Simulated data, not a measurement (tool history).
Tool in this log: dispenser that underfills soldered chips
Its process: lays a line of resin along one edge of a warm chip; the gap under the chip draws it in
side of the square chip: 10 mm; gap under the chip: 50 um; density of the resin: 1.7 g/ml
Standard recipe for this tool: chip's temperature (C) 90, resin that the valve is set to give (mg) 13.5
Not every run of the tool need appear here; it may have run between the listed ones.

run,hour,chip's temperature (C),resin that the valve is set to give (mg),time until the resin shows at the far edge (s),resin that the valve gave (mg)
1,0.0,90,13.5,144.7,12.29
# hour 2.4: new syringe of resin
2,4.7,90,13.5,108.2,12.17
3,11.3,90,13.5,147.6,12.10
# hour 12.9: new syringe of resin
4,17.7,90,13.5,122.9,11.89
# hour 23.4: new syringe of resin
5,25.8,90,17.4,108.4,15.46
# hour 33.7: new syringe of resin
6,33.8,90,17.4,95.3,15.44
# hour 44.4: new syringe of resin
7,44.7,90,13.2,98.5,11.51
8,50.5,86,13.5,151.0,11.70
# hour 54.9: new syringe of resin
9,57.5,90,12.5,112.6,10.83
# hour 65.8: new syringe of resin
10,68.1,90,12.5,110.3,10.78
# hour 70.7: dispensing valve cleaned and set on the balance
# hour 77.2: new syringe of resin
11,79.2,90,12.5,106.4,12.43
# hour 87.6: new syringe of resin
12,88.0,90,12.5,95.8,12.35
13,93.6,90,12.5,128.0,12.31
# hour 98.0: new syringe of resin
14,98.3,90,12.5,94.5,12.33
15,105.6,90,12.5,136.8,12.15
# hour 109.2: new syringe of resin
16,113.7,90,12.5,118.7,12.12
# hour 119.9: new syringe of resin
17,120.5,90,12.5,97.5,11.97
18,126.2,81,12.4,187.1,11.94
# hour 130.4: new syringe of resin
19,133.3,104,16.6,61.3,15.77
20,138.6,95,16.5,109.4,15.65
# hour 141.1: new syringe of resin
21,143.8,99,14.1,73.0,13.46
22,148.7,94,13.4,110.9,12.66
# hour 151.6: new syringe of resin
23,156.6,86,12.9,140.2,12.14
# hour 162.2: new syringe of resin
24,162.5,83,13.9,126.7,12.92
# hour 173.1: stage's temperature calibrated
25,173.1,97,11.8,134.2,10.85
# hour 174.1: new syringe of resin
26,180.5,91,14.6,139.8,13.46
# hour 184.9: new syringe of resin
27,185.9,89,14.1,118.6,12.91
28,194.0,90,12.2,170.7,11.09
# hour 195.8: new syringe of resin
29,204.5,88,14.7,176.8,13.28
# hour 207.0: new syringe of resin
30,213.7,84,15.2,182.8,13.58
# hour 217.3: new syringe of resin
31,218.8,84,15.2,146.2,13.57
32,225.2,82,13.5,219.4,11.99
# hour 228.0: new syringe of resin
33,234.9,82,13.5,210.8,11.94

Run 34 comes next. What will it give?
# hour 238.5: new syringe of resin
34,243.7,81,13.3,?,?

{"run 34": {"time until the resin shows at the far edge (s)": 199.5, "resin that the valve gave (mg)": 11.6}}
With no hidden state in the tool, this same run would have given time until the resin shows at the far edge (s) 153.6, resin that the valve gave (mg) 13.26.
